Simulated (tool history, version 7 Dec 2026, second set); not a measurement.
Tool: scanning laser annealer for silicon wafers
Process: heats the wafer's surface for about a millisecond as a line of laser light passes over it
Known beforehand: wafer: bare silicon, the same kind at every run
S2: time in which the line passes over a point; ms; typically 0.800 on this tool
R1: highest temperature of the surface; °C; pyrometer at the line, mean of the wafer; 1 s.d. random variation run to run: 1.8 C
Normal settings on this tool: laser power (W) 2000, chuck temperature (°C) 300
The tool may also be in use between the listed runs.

run 1 hour=0.0 | laser_power_(W)=2000 S2=0.800 chuck_temperature_(°C)=300 | R1=995
run 2 hour=22.1 | laser_power_(W)=2000 S2=0.800 chuck_temperature_(°C)=318 | R1=1014
run 3 hour=46.7 | laser_power_(W)=1747 S2=0.800 chuck_temperature_(°C)=300 | R1=900
-- hour=79.5 optics aligned, line set to its width
run 4 hour=79.5 | laser_power_(W)=1747 S2=0.800 chuck_temperature_(°C)=300 | R1=907
run 5 hour=95.1 | laser_power_(W)=1747 S2=0.800 chuck_temperature_(°C)=300 | R1=906
run 6 hour=126.3 | laser_power_(W)=1747 S2=0.800 chuck_temperature_(°C)=300 | R1=907
run 7 hour=152.2 | laser_power_(W)=1747 S2=0.800 chuck_temperature_(°C)=300 | R1=907
run 8 hour=170.1 | laser_power_(W)=1747 S2=0.800 chuck_temperature_(°C)=300 | R1=905
run 9 hour=200.3 | laser_power_(W)=1747 S2=0.800 chuck_temperature_(°C)=300 | R1=903
run 10 hour=218.0 | laser_power_(W)=1993 S2=0.800 chuck_temperature_(°C)=300 | R1=996
run 11 hour=235.8 | laser_power_(W)=1982 S2=0.800 chuck_temperature_(°C)=300 | R1=995
run 12 hour=252.5 | laser_power_(W)=1982 S2=0.800 chuck_temperature_(°C)=300 | R1=991
run 13 hour=268.3 | laser_power_(W)=1982 S2=0.800 chuck_temperature_(°C)=300 | R1=991
run 14 hour=299.9 | laser_power_(W)=1831 S2=0.800 chuck_temperature_(°C)=300 | R1=933
run 15 hour=329.8 | laser_power_(W)=1864 S2=0.800 chuck_temperature_(°C)=300 | R1=943
-- hour=340.0 window over the wafer cleaned
run 16 hour=358.5 | laser_power_(W)=1864 S2=0.800 chuck_temperature_(°C)=300 | R1=979
run 17 hour=389.0 | laser_power_(W)=1864 S2=0.800 chuck_temperature_(°C)=300 | R1=982
run 18 hour=420.4 | laser_power_(W)=1865 S2=0.800 chuck_temperature_(°C)=300 | R1=983
run 19 hour=443.7 | laser_power_(W)=2143 S2=0.800 chuck_temperature_(°C)=300 | R1=1093
run 20 hour=472.6 | laser_power_(W)=2143 S2=0.800 chuck_temperature_(°C)=300 | R1=1090
run 21 hour=497.9 | laser_power_(W)=2000 S2=0.951 chuck_temperature_(°C)=300 | R1=1105
run 22 hour=512.3 | laser_power_(W)=1716 S2=0.800 chuck_temperature_(°C)=276 | R1=893
run 23 hour=537.3 | laser_power_(W)=1716 S2=0.800 chuck_temperature_(°C)=276 | R1=893
run 24 hour=565.0 | laser_power_(W)=1716 S2=0.800 chuck_temperature_(°C)=276 | R1=893
run 25 hour=594.6 | laser_power_(W)=1957 S2=0.923 chuck_temperature_(°C)=276 | R1=1044
run 26 hour=614.7 | laser_power_(W)=1912 S2=0.846 chuck_temperature_(°C)=300 | R1=1017
run 27 hour=645.6 | laser_power_(W)=1912 S2=0.846 chuck_temperature_(°C)=300 | R1=1018
run 28 hour=673.4 | laser_power_(W)=1912 S2=0.846 chuck_temperature_(°C)=300 | R1=1008
run 29 hour=695.6 | laser_power_(W)=1955 S2=0.868 chuck_temperature_(°C)=260 | R1=996
run 30 hour=719.4 | laser_power_(W)=1921 S2=0.925 chuck_temperature_(°C)=312 | R1=1062
run 31 hour=748.2 | laser_power_(W)=1921 S2=0.925 chuck_temperature_(°C)=312 | R1=1061
run 32 hour=761.3 | laser_power_(W)=2000 S2=0.796 chuck_temperature_(°C)=289 | R1=1010
run 33 hour=784.8 | laser_power_(W)=1988 S2=0.800 chuck_temperature_(°C)=336 | R1=1058
run 34 hour=804.0 | laser_power_(W)=1939 S2=0.637 chuck_temperature_(°C)=331 | R1=949
run 35 hour=825.1 | laser_power_(W)=1939 S2=0.637 chuck_temperature_(°C)=331 | R1=948
run 36 hour=855.4 | laser_power_(W)=1939 S2=0.637 chuck_temperature_(°C)=331 | R1=947
run 37 hour=876.0 | laser_power_(W)=2080 S2=0.958 chuck_temperature_(°C)=305 | R1=1134
run 38 hour=893.6 | laser_power_(W)=1728 S2=0.922 chuck_temperature_(°C)=266 | R1=928

The logged runs with the hidden state left out (each run's random variation unchanged):
Hidden state at play: light that passes the window, % of a clean one's; laser's true power over the reading, %; width of the line over the set one, %; drift of the gauge itself on peak_c, C.
run=1 R1=1040
run=2 R1=1060
run=3 R1=939
run=4 R1=939
run=5 R1=938
run=6 R1=940
run=7 R1=942
run=8 R1=940
run=9 R1=938
run=10 R1=1037
run=11 R1=1037
run=12 R1=1034
run=13 R1=1034
run=14 R1=973
run=15 R1=985
run=16 R1=983
run=17 R1=987
run=18 R1=989
run=19 R1=1100
run=20 R1=1098
run=21 R1=1115
run=22 R1=901
run=23 R1=902
run=24 R1=903
run=25 R1=1057
run=26 R1=1030
run=27 R1=1031
run=28 R1=1023
run=29 R1=1012
run=30 R1=1079
run=31 R1=1079
run=32 R1=1027
run=33 R1=1077
run=34 R1=966
run=35 R1=965
run=36 R1=965
run=37 R1=1158
run=38 R1=948
